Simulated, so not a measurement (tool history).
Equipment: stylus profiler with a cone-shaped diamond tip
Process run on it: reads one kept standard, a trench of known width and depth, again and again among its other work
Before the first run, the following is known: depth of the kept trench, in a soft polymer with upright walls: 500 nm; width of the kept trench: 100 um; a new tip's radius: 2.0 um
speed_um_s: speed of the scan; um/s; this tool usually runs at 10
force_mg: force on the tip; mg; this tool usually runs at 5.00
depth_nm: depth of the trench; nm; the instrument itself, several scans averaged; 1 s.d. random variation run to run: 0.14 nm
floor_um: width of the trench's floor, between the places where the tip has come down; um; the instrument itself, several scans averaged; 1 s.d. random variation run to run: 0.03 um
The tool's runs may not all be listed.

| run | hour | speed_um_s | force_mg | depth_nm | floor_um |
|---|---|---|---|---|---|
| 1 | 0.0 | 10 | 5.00 | 504.45 | 95.68 |
| 2 | 46.4 | 10 | 5.00 | 504.37 | 95.65 |
| 3 | 129.8 | 10 | 5.00 | 504.41 | 95.43 |
| 4 | 174.8 | 10 | 5.00 | 504.28 | 95.41 |
|  | 255.6 | new tip fitted, height scale calibrated |
| 5 | 267.4 | 10 | 13.28 | 511.31 | 97.38 |
| 6 | 328.4 | 10 | 13.28 | 511.23 | 97.22 |
| 7 | 420.7 | 2 | 5.00 | 505.51 | 97.02 |
| 8 | 513.9 | 2 | 5.00 | 505.58 | 96.79 |
| 9 | 573.5 | 2 | 5.00 | 505.52 | 96.62 |
| 10 | 654.6 | 2 | 5.00 | 505.37 | 96.53 |
| 11 | 735.9 | 10 | 5.00 | 505.36 | 96.34 |
| 12 | 781.4 | 10 | 5.00 | 505.24 | 96.23 |
| 13 | 840.1 | 10 | 5.00 | 504.79 | 96.16 |
| 14 | 886.7 | 10 | 5.00 | 505.02 | 96.06 |
| 15 | 949.0 | 26 | 5.00 | 504.94 | 95.83 |
| 16 | 1017.5 | 26 | 5.00 | 504.70 | 95.80 |
| 17 | 1084.5 | 26 | 5.00 | 504.58 | 95.69 |
| 18 | 1167.4 | 26 | 5.00 | 504.58 | 95.49 |
| 19 | 1222.4 | 26 | 5.00 | 504.55 | 95.45 |
|  | 1231.4 | height scale calibrated on a step standard |
| 20 | 1263.0 | 26 | 5.00 | 503.65 | 95.38 |
| 21 | 1354.8 | 26 | 5.00 | 503.45 | 95.26 |
|  | 1396.4 | new tip fitted, height scale calibrated |
|  | 1443.4 | height scale calibrated on a step standard, once more |
| 22 | 1444.3 | 10 | 4.81 | 505.95 | 97.27 |
| 23 | 1503.3 | 10 | 4.81 | 505.69 | 97.12 |
| 24 | 1548.8 | 7 | 2.82 | 503.83 | 97.05 |
| 25 | 1602.4 | 7 | 2.82 | 503.77 | 96.90 |
| 26 | 1649.4 | 7 | 2.82 | 503.77 | 96.82 |
| 27 | 1699.7 | 4 | 2.28 | 503.07 | 96.71 |
| 28 | 1752.3 | 4 | 2.28 | 503.25 | 96.59 |
| 29 | 1826.8 | 4 | 2.28 | 502.98 | 96.43 |
| 30 | 1902.4 | 4 | 2.28 | 503.02 | 96.28 |
| 31 | 1976.6 | 30 | 2.06 | 502.40 | 96.03 |
| 32 | 2038.3 | 19 | 14.70 | 511.36 | 96.06 |
| 33 | 2120.0 | 12 | 3.16 | 503.41 | 95.95 |
| 34 | 2197.6 | 12 | 3.16 | 503.17 | 95.73 |
| 35 | 2244.1 | 5 | 1.97 | 501.97 | 95.74 |
| 36 | 2319.4 | 2 | 2.04 | 502.16 | 95.64 |
| 37 | 2403.7 | 2 | 3.65 | 503.27 | 95.53 |
| 38 | 2459.2 | 2 | 3.65 | 503.45 | 95.44 |
|  | 2539.0 | new tip fitted, height scale calibrated |
| 39 | 2539.5 | 33 | 6.70 | 507.00 | 97.28 |
| 40 | 2581.6 | 9 | 9.71 | 508.84 | 97.28 |
| 41 | 2667.9 | 7 | 5.00 | 505.73 | 97.05 |
| 42 | 2713.8 | 17 | 7.26 | 507.45 | 96.93 |
| 43 | 2755.0 | 2 | 3.66 | 504.22 | 96.89 |
| 44 | 2812.1 | 35 | 2.29 | 502.58 | 96.56 |
| 45 | 2908.9 | 35 | 14.01 | 511.09 | 96.47 |
| 46 | 3001.7 | 10 | 3.58 | 503.71 | 96.35 |

Some steps in depth_nm, run to run, broken into two amounts with sign: the step expected even without the hidden condition (settings, incoming material, random variation), and the rest, left for the hidden condition together with whatever gauge scatter is not in both the measured and the hidden-condition-free result:
Hidden conditions of the tool in this case: radius of the tip, um; height scale over the true one, %; drift of the gauge itself on depth_nm, %; drift of the gauge itself on floor_um, %.
Run 4 -> 5: force_mg 5.00 -> 13.28, new tip fitted, height scale calibrated. depth_nm +7.03 nm: hidden state +1.63, all else +5.40.
Run 21 -> 22: speed_um_s 26 -> 10, force_mg 5.00 -> 4.81, new tip fitted, height scale calibrated, height scale calibrated on a step standard, once more. depth_nm +2.50 nm: hidden state +2.47, all else +0.03.
Run 31 -> 32: speed_um_s 30 -> 19, force_mg 2.06 -> 14.70. depth_nm +8.96 nm: hidden state -0.12, all else +9.08.
Run 32 -> 33: speed_um_s 19 -> 12, force_mg 14.70 -> 3.16. depth_nm -7.95 nm: hidden state -0.11, all else -7.84.
Run 38 -> 39: speed_um_s 2 -> 33, force_mg 3.65 -> 6.70, new tip fitted, height scale calibrated. depth_nm +3.55 nm: hidden state +1.23, all else +2.32.
Run 44 -> 45: force_mg 2.29 -> 14.01. depth_nm +8.51 nm: hidden state -0.16, all else +8.67.

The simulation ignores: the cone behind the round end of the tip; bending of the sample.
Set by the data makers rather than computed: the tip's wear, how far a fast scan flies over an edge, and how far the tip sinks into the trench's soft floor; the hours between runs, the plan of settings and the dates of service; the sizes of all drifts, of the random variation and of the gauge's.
